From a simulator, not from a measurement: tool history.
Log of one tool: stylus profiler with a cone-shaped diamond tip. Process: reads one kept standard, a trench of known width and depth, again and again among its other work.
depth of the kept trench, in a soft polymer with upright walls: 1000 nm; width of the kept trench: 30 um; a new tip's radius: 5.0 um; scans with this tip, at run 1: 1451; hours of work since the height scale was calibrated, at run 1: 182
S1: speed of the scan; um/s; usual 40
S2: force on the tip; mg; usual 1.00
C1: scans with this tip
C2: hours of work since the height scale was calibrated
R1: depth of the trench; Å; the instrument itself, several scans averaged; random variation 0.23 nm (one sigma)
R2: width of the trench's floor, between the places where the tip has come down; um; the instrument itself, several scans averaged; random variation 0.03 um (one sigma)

run,day,S1,S2,C1,C2,R1,R2
1,0.000,40,1.00,1451,182,10091.8,23.84
2,0.479,40,1.00,1510,190,10091.0,23.83
3,1.125,40,1.00,1591,200,10095.1,23.73
4,1.846,40,1.09,1680,211,10099.4,23.80
5,2.383,40,1.09,1747,220,10101.6,23.79
6,2.725,40,1.09,1789,225,10097.7,23.83
7,3.475,40,1.21,1882,237,10103.6,23.76
8,3.971,11,1.00,1944,244,10090.7,23.88
9,4.717,11,1.00,2036,256,10092.3,23.85
10,5.479,40,0.98,2131,268,10092.4,23.75
11,6.112,40,0.98,2209,278,10092.5,23.77
12,6.842,18,1.00,2300,289,10095.7,23.81
13,7.321,18,1.00,2359,297,10096.3,23.83
14,7.892,18,1.74,2430,306,10136.9,23.83
15,8.521,18,1.74,2508,315,10139.0,23.79
16,8.888,37,1.74,2554,321,10140.4,23.72
17,9.462,17,2.35,2625,330,10161.6,23.84
18,9.954,11,2.49,2686,338,10169.5,23.77
19,10.675,153,0.56,2775,349,10070.5,22.89
20,11.121,38,1.25,2830,356,10111.6,23.74
21,11.467,17,1.00,2873,361,10093.9,23.73
22,12.075,17,1.00,2949,371,10100.5,23.76
23,12.442,17,1.00,2994,376,10098.1,23.76
24,13.038,17,1.00,3068,386,10093.4,23.75
25,13.779,26,0.42,3160,397,10055.9,23.66
26,14.271,26,0.42,3221,405,10055.0,23.61
27,15.042,53,1.00,3317,417,10099.2,23.55
28,15.642,15,1.00,3391,426,10098.8,23.71
29,16.108,21,0.90,3449,434,10091.4,23.64

3 ways to go on from here, each from the tool as it stands after run 29. What would each give?
A,16.700,96,2.23,3522,443,?,?
B,16.700,21,0.39,3522,443,?,?
C,16.700,35,1.58,3522,443,?,?

run,R1,R2
A,10165.4,23.48
B,10055.3,23.59
C,10131.4,23.63
Without the tool's hidden state the same runs would have given:
run,R1,R2
A,10157.1,23.69
B,10047.1,23.80
C,10123.1,23.85

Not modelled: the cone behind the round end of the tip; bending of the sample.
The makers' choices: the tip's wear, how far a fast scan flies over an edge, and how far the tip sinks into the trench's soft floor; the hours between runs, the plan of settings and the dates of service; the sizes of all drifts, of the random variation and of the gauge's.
